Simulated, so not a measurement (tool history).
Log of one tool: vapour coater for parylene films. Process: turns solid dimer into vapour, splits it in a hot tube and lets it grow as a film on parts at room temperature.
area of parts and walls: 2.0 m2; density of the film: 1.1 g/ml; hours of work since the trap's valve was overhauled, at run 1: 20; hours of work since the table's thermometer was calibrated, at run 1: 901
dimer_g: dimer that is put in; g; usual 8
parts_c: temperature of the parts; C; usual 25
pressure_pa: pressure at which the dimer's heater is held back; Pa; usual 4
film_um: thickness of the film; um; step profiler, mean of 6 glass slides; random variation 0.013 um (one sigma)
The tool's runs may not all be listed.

run   hour  dimer_g  parts_c  pressure_pa  hours of work since the trap's valve was overhauled  hours of work since the table's thermometer was calibrated  film_um
  1      0        8       25            4                                                   20                                                         901     1.99
  2   44.4        8       25            4                                                   54                                                         934     1.99
  3   87.1        8       25            4                                                   86                                                         967        2
  4  125.5        7       25            4                                                  115                                                         996     1.73
  5  150.2        7       25            4                                                  134                                                        1015     1.75
  6  178.1        8       29            4                                                  155                                                        1036     1.83
  7  215.8        8       33            4                                                  184                                                        1064     1.64
  8    258        8       33            4                                                  216                                                        1096     1.65
  9  280.2        8       33            4                                                  233                                                        1113     1.63
     284.8  -- table's thermometer calibrated
 10    316        8       25            4                                                  259                                                          24     1.97
 11    345        8       25            4                                                  281                                                          46     1.99
       359  -- table's thermometer calibrated, once more
 12  372.8        8       25            4                                                  301                                                          10     1.86
 13  402.7        8       25            4                                                  324                                                          33     1.87
 14  446.3        8       25            4                                                  357                                                          66     1.88
 15  481.1        8       25            4                                                  384                                                          93     1.85
 16  514.6        8       25         2.17                                                  409                                                         118     2.06
 17    537        9       33         2.87                                                  426                                                         135     1.86
 18  578.5        5       29            4                                                  458                                                         167     1.07
 19  616.7        5       29            4                                                  487                                                         196     1.05
 20  656.7        5       29            4                                                  517                                                         226     1.07
 21    696        5       29            4                                                  547                                                         256     1.08
 22    732       10       35            4                                                  574                                                         283     1.86
 23  758.2       14       19            4                                                  594                                                         303     3.76
 24  783.5        8       33         5.58                                                  613                                                         322     1.45
 25  809.9       11       33         5.58                                                  633                                                         342     2.03
 26  836.1       10       23         7.65                                                  653                                                         362     2.17
     863.6  -- trap's valve overhauled
 27  870.4       13       21         3.63                                                    5                                                         385     3.52
 28  899.9        8       18            4                                                   28                                                         407     2.26
 29  932.2       10       25         3.29                                                   52                                                         432     2.49
 30  959.2        9       32         2.58                                                   73                                                         452     1.99
 31  980.9        9       33         3.44                                                   89                                                         469     1.87

Forecast each of these 3 alternatives for the next run:
  A  1025.2        8       24         2.49                                                  123                                                         503        ?
  B  1025.2        7       36         2.15                                                  123                                                         503        ?
  C  1025.2       11       25         2.66                                                  123                                                         503        ?

run  film_um
  A     2.16
  B     1.44
  C     2.83
Without the tool's hidden state the same runs would have given:
run  film_um
  A     2.16
  B     1.44
  C     2.83

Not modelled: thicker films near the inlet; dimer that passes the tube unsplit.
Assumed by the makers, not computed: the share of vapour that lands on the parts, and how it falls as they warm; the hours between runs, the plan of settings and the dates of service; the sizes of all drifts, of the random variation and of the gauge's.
